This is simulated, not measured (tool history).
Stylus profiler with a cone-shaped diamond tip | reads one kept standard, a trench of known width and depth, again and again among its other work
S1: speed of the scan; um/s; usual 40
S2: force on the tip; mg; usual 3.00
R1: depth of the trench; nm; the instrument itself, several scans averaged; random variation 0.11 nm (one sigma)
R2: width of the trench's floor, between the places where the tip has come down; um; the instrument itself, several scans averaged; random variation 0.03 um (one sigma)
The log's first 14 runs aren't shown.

Run 15, hour 1025.1: usual settings but S2 2.69 mg. Result: R1 201.98 nm, R2 97.47 um.
Run 16, hour 1116.3: usual settings but S2 2.69 mg. Result: R1 201.81 nm, R2 97.42 um.
Run 17, hour 1184.5: usual settings but S2 1.27 mg. Result: R1 200.95 nm, R2 97.48 um.
Run 18, hour 1253.3: usual settings but S1 98 um/s, S2 2.08 mg. Result: R1 201.35 nm, R2 97.30 um.
Run 19, hour 1311.5: usual settings but S1 49 um/s, S2 2.44 mg. Result: R1 201.82 nm, R2 97.47 um.
Run 20, hour 1364.4: usual settings but S1 35 um/s, S2 2.77 mg. Result: R1 201.80 nm, R2 97.44 um.
At hour 1436.1: height scale calibrated on a step standard.
Run 21, hour 1453.0: usual settings but S1 70 um/s, S2 1.95 mg. Result: R1 201.95 nm, R2 97.30 um.
Run 22, hour 1505.1: usual settings but S1 24 um/s, S2 1.61 mg. Result: R1 201.82 nm, R2 97.47 um.
Run 23, hour 1608.3: usual settings but S1 87 um/s, S2 3.07 mg. Result: R1 202.99 nm, R2 97.33 um.
Run 24, hour 1667.4: usual settings but S1 87 um/s, S2 3.07 mg. Result: R1 202.74 nm, R2 97.37 um.
Run 25, hour 1744.0: usual settings but S1 150 um/s, S2 5.63 mg. Result: R1 204.32 nm, R2 97.27 um.
Run 26, hour 1795.4: usual settings but S1 80 um/s, S2 4.65 mg. Result: R1 203.64 nm, R2 97.40 um.
Run 27, hour 1878.0: usual settings but S1 112 um/s, S2 3.55 mg. Result: R1 203.23 nm, R2 97.22 um.
Run 28, hour 1933.0: usual settings but S1 112 um/s, S2 3.55 mg. Result: R1 203.08 nm, R2 97.31 um.
Run 29, hour 2010.8: usual settings but S1 63 um/s, S2 3.13 mg. Result: R1 202.80 nm, R2 97.33 um.
Run 30, hour 2110.0: usual settings but S2 1.29 mg. Result: R1 201.34 nm, R2 97.36 um.
Run 31, hour 2201.4: usual settings but S1 34 um/s, S2 1.29 mg. Result: R1 201.17 nm, R2 97.36 um.
Run 32, hour 2247.0: usual settings but S1 45 um/s, S2 1.31 mg. Result: R1 201.33 nm, R2 97.31 um.
Run 33, hour 2297.6: usual settings but S1 13 um/s, S2 1.62 mg. Result: R1 201.45 nm, R2 97.35 um.

3 ways to go on from here, each from the tool as it stands after run 33. What would each give?
Run A, hour 2386.3: usual settings but S1 30 um/s, S2 1.74 mg. Result: R1 ?, R2 ?.
Run B, hour 2386.3: usual settings but S1 149 um/s, S2 8.11 mg. Result: R1 ?, R2 ?.
Run C, hour 2386.3: usual settings but S2 1.71 mg. Result: R1 ?, R2 ?.

run      R1     R2
  A  201.73  97.38
  B  205.27  97.29
  C  201.56  97.35
Without the tool's hidden state the same runs would have given:
run      R1     R2
  A  202.10  97.97
  B  205.65  97.88
  C  201.93  97.94
